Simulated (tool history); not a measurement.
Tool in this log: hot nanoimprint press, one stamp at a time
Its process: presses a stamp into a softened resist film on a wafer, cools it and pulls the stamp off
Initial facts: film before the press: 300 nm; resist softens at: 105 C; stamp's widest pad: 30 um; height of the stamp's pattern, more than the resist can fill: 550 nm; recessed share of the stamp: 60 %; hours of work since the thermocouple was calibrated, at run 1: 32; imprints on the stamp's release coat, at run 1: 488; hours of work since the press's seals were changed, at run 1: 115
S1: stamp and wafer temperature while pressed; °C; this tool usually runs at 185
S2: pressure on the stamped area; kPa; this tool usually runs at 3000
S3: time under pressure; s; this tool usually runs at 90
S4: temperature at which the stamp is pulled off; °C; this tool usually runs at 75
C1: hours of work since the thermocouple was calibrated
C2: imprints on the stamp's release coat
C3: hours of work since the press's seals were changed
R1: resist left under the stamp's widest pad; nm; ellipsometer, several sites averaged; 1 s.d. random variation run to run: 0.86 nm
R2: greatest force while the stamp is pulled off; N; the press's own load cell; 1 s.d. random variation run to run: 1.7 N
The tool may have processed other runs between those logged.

run   hour   S1    S2   S3  S4   C1   C2   C3     R1   R2
  1      0  185  3000   90  75   32  488  115  117.1  137
  2   11.1  185  3000   90  75   39  526  122    118  137
  3   19.6  185  1890   90  75   44  555  127  144.8  137
  4   32.8  185  1890   90  75   53  600  136  146.5  134
  5   46.8  185  1890   90  75   62  648  145  145.6  134
      61.8  -- stamp cleaned and given a new release coat
  6   68.6  185  3000   90  75   72   23  155  116.8  126
  7   84.8  185  3000   90  75   82   78  165  118.2  132
  8  100.7  185  3000   90  75   92  133  176  116.7  129
  9  112.2  185  3000   90  75  100  173  183  118.1  135
 10  129.7  185  3000   90  77  111  232  194  116.8  122
 11  144.8  185  3000   90  75  121  284  204  116.6  131
 12  154.5  185  3000   90  75  127  317  210    118  131
 13  162.1  185  3000   90  75  132  343  215  117.4  133
 14  178.6  185  3000   90  75  142  400  225  115.7  132
 15  192.2  187  3000   90  75  151  447  234    109  133
 16  206.9  191  2780   90  83  161  497  244  100.9  110
 17  218.5  184  2050  111  60  168  537  251  133.7  179
 18    227  184  2050  111  60  173  566  256    133  177
 19  238.1  196  2340  137  70  181  604  264   79.5  148
 20    254  196  2340  137  66  191  658  274   80.7  162
     265.4  -- stamp cleaned and given a new release coat
 21    272  196  2160  102  66  199   22  282   92.6  149
 22    283  197  3190   60  70  206   60  289   92.8  141
 23    291  185  3000  116  81  211   87  294  105.3  110
 24  299.2  185  3000  116  73  216  116  299  104.9  132
 25  307.4  181  2710   78  60  221  144  304  145.4  171
 26  322.4  181  2710   78  60  231  195  314    144  167
 27  339.6  177  4480  147  65  242  254  325  101.8  155
 28  357.1  185  3000   90  66  253  314  336  114.7  153
 29  364.8  185  3000   90  66  258  340  341  114.8  160

Here are 3 independent what-if runs from the current tool condition. What would each one return?
  A  379.5  174  3000  90  66  268  391  351   ?   ?
  B  379.5  185  3000  90  79  268  391  351   ?   ?
  C  379.5  186  3450  90  66  268  391  351   ?   ?

run     R1   R2
  A  161.7  156
  B  115.3  122
  C  103.5  154
What these runs would have given with no unlogged condition in the tool:
run     R1   R2
  A  164.6  150
  B  117.3  118
  C  105.2  149
